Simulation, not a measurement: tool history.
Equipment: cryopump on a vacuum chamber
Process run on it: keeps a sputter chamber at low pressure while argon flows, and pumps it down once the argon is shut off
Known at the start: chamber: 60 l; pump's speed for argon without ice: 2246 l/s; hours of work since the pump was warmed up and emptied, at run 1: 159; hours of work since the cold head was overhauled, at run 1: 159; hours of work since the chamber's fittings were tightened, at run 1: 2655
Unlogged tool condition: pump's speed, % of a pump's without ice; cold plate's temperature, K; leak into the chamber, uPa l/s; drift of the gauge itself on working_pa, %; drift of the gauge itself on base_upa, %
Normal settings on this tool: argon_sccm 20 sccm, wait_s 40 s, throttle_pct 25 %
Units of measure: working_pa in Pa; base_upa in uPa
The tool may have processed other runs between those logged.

run	day	argon_sccm	wait_s	throttle_pct	hours of work since the pump was warmed up and emptied	hours of work since the cold head was overhauled	hours of work since the chamber's fittings were tightened	working_pa	base_upa
1	0	20	40	25	159	159	2655	0.0618	1.51
2	0.429	20	40	25	166	166	2662	0.0622	1.55
3	0.875	20	40	25	174	174	2670	0.0611	1.51
4	1.842	20	40	25	190	190	2686	0.0626	1.5
5	2.283	20	40	25	198	198	2694	0.0619	1.53
6	2.929	20	40	18	209	209	2705	0.085	1.54
7	3.596	20	40	18	220	220	2716	0.0856	1.51
8	4.442	20	40	18	235	235	2731	0.0844	1.54
9	4.875	26	40	25	242	242	2738	0.0797	1.53
10	5.317	26	40	25	250	250	2746	0.0809	1.62
11	5.775	26	40	25	258	258	2754	0.0819	1.63
12	6.517	26	40	25	270	270	2766	0.081	1.59
13	7.467	29	40	25	287	287	2782	0.0903	1.59
14	7.883	15	40	25	294	294	2790	0.0467	1.64
15	8.754	23	40	24	309	309	2804	0.0749	1.6
16	9.354	15	169	17	319	319	2815	0.0678	1.2
17	9.821	15	169	17	327	327	2823	0.068	1.22
18	10.671	15	243	50	341	341	2837	0.0261	1.23
19	11.408	20	64	51	354	354	2850	0.0323	1.45
20	12.233	20	64	51	368	368	2864	0.0332	1.47
21	12.958	20	99	51	380	380	2876	0.0321	1.36
22	13.596	20	20	16	391	391	2887	0.0974	2.25
23	14.121	9	40	18	400	400	2896	0.0397	1.71
24	14.6	14	30	31	408	408	2904	0.0354	1.86
25	15.017	31	51	44	416	416	2911	0.0574	1.6
26	15.429	10	51	26	423	423	2919	0.0304	1.65
27	15.925	23	224	26	431	431	2927	0.0712	1.28

What if the next run were any one of these 5? Each begins from the tool's condition after run 27:
A	16.875	28	224	24	447	447	2943	?	?
B	16.875	10	224	40	447	447	2943	?	?
C	16.875	20	24	25	447	447	2943	?	?
D	16.875	8	224	26	447	447	2943	?	?
E	16.875	14	102	43	447	447	2943	?	?

run	working_pa	base_upa
A	0.0932	1.26
B	0.0207	1.28
C	0.0632	2.18
D	0.024	1.3
E	0.0267	1.43
Stripped of hidden state, with their random variation kept, the same runs would have yielded:
run	working_pa	base_upa
A	0.0881	0.21
B	0.0189	0.21
C	0.0595	1.08
D	0.0226	0.22
E	0.0242	0.35

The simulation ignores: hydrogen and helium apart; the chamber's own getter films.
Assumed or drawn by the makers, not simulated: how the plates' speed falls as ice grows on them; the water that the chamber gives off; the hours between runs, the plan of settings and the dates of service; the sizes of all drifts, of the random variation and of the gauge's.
